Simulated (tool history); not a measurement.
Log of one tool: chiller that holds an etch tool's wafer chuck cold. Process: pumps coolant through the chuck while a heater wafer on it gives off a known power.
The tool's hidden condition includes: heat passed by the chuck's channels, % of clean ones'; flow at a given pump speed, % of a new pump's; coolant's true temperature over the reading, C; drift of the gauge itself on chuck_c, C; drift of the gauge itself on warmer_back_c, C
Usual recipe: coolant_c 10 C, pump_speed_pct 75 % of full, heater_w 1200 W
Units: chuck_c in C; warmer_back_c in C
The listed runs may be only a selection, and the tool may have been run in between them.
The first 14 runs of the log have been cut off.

run     day  coolant_c  pump_speed_pct  heater_w  hours since the coolant was changed and the channels were flushed  hours since the pump was overhauled  hours since the chiller's thermometer was calibrated  chuck_c  warmer_back_c
 15  26.646         10              65      1200                                                               3656                                 2530                                                  1612     20.1           4.52
 16  29.042         19              75      1200                                                               3713                                 2587                                                  1669     27.9           3.80
 17  31.225         19              75      1665                                                               3766                                 2640                                                  1722     31.2           5.31
 18  32.404         12              93       778                                                               3794                                 2668                                                  1750     16.6           1.83
 19  33.912         11              93      1474                                                               3830                                 2704                                                  1786     19.6           3.62
 20  35.579         11              93      1474                                                               3870                                 2744                                                  1826     19.6           3.63
 21  38.021         11              75       699                                                               3929                                 2803                                                  1885     16.3           2.09
 22  40.017         11              75      1438                                                               3977                                 2851                                                  1933     21.7           4.55
 23  42.754         18              61       995                                                               4042                                 2916                                                  1998     27.0           3.92
 24  44.250         10              75      1109                                                               4078                                 2952                                                  2034     18.1           3.39
 25  46.454         12              75      1200                                                               4131                                 3005                                                  2087     20.9           3.76
 26  48.958         12              75       789                                                               4191                                 3065                                                  2147     17.9           2.31
 27  50.233          7              72      1200                                                               4222                                 3096                                                  2178     16.2           3.86
 28  52.558          7              74       754                                                               4278                                 3152                                                  2234     12.6           2.26
 29  54.329          7              69       692                                                               4320                                 3194                                                  2276     12.5           2.20
 30  55.838          7              69       692                                                               4356                                 3231                                                  2312     12.4           2.26
 31  57.983         12              75      1200                                                               4408                                 3282                                                  2364     20.9           3.62
 32  60.283         10              70      1336                                                               4463                                 3337                                                  2419     20.4           4.43

Predict each of these 3 candidate next runs independently; none follows another, all start after run 32:
  A  62.354          3              70      1385                                                               4513                                 3387                                                  2469        ?              ?
  B  62.354          9              76      1744                                                               4513                                 3387                                                  2469        ?              ?
  C  62.354         10              71      1045                                                               4513                                 3387                                                  2469        ?              ?

run  chuck_c  warmer_back_c
  A     14.0           4.63
  B     21.6           5.34
  C     18.4           3.33
With the hidden condition removed and each run's random variation left untouched, the same runs would have given:
run  chuck_c  warmer_back_c
  A     14.0           4.96
  B     21.6           5.68
  C     18.4           3.67
